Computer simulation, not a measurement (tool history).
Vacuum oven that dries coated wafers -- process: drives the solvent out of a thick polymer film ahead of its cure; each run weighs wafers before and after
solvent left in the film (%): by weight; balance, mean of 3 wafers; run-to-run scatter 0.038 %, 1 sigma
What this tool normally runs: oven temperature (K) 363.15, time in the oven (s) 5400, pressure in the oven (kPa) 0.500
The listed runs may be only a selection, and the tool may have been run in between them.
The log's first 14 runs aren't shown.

run,hour,oven temperature (K),time in the oven (s),pressure in the oven (kPa),hours of work since the thermocouples were calibrated,hours of work since the vacuum gauge was cleaned of residue,solvent left in the film (%)
15,599.8,363.15,5400,0.500,407,1964,2.67
16,648.9,363.15,5400,0.500,446,2002,2.69
17,675.3,363.15,5400,0.500,466,2023,2.74
18,704.6,360.15,9480,1.387,489,2046,2.77
19,731.6,360.15,9480,1.387,510,2067,2.75
20,767.2,365.15,3480,0.625,538,2094,4.28
# hour 782.7: vacuum gauge cleaned of residue and calibrated
21,820.3,363.15,5400,0.362,578,29,2.06
22,871.9,363.15,5400,0.362,618,70,2.12

Run 23 has not been measured yet. What should we expect?
23,917.7,363.15,5400,0.362,654,105,?

solvent left in the film (%): 2.10
With the hidden condition absent and the run-to-run variation left alone, this run would have shown solvent left in the film (%) 1.74.
